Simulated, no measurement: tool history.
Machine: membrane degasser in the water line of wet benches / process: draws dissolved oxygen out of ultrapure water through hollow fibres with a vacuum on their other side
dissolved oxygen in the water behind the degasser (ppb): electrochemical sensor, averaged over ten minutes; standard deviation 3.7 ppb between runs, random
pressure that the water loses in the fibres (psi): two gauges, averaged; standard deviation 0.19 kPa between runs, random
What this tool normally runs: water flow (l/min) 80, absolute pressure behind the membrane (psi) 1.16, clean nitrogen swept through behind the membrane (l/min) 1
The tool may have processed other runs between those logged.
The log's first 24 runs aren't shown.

| run | hour | water flow (l/min) | absolute pressure behind the membrane (psi) | clean nitrogen swept through behind the membrane (l/min) | hours since the membrane was changed | hours since the vacuum gauge was calibrated | hours since the vacuum lines were made tight | dissolved oxygen in the water behind the degasser (ppb) | pressure that the water loses in the fibres (psi) |
|---|---|---|---|---|---|---|---|---|---|
| 25 | 3269.2 | 62 | 1.16 | 2.1 | 7451 | 764 | 564 | 305.9 | 4.986 |
| 26 | 3371.9 | 80 | 2.193 | 1 | 7553 | 866 | 667 | 1437.3 | 6.445 |
| 27 | 3452.6 | 80 | 2.193 | 1 | 7634 | 947 | 747 | 1431.7 | 6.48 |
| 28 | 3561.7 | 80 | 2.193 | 1 | 7743 | 1056 | 856 | 1437.4 | 6.472 |
| 29 | 3710.5 | 80 | 1.176 | 1.91 | 7892 | 1205 | 1005 | 432 | 6.562 |
| 30 | 3835.4 | 80 | 1.176 | 1.91 | 8017 | 1330 | 1130 | 436.5 | 6.512 |
| 31 | 4009.7 | 100 | 1.16 | 1 | 8191 | 1504 | 1304 | 783.6 | 8.171 |
| 32 | 4170.4 | 89 | 1.165 | 1.34 | 8352 | 1665 | 1465 | 596 | 7.313 |

4 ways to go on from here, each from the tool as it stands after run 32. What would each give?
| A | 4256.9 | 97 | 2.563 | 2.6 | 8438 | 1751 | 1552 | ? | ? |
| B | 4256.9 | 80 | 1.16 | 2.4 | 8438 | 1751 | 1552 | ? | ? |
| C | 4256.9 | 81 | 1.546 | 0.61 | 8438 | 1751 | 1552 | ? | ? |
| D | 4256.9 | 80 | 1.411 | 2.03 | 8438 | 1751 | 1552 | ? | ? |

| run | dissolved oxygen in the water behind the degasser (ppb) | pressure that the water loses in the fibres (psi) |
|---|---|---|
| A | 1052.3 | 7.913 |
| B | 367.9 | 6.524 |
| C | 1284.5 | 6.596 |
| D | 537.4 | 6.572 |
Without the tool's unlogged condition, the same runs would have read:
| run | dissolved oxygen in the water behind the degasser (ppb) | pressure that the water loses in the fibres (psi) |
|---|---|---|
| A | 1020.4 | 7.132 |
| B | 344.4 | 5.881 |
| C | 1257.3 | 5.942 |
| D | 514 | 5.925 |
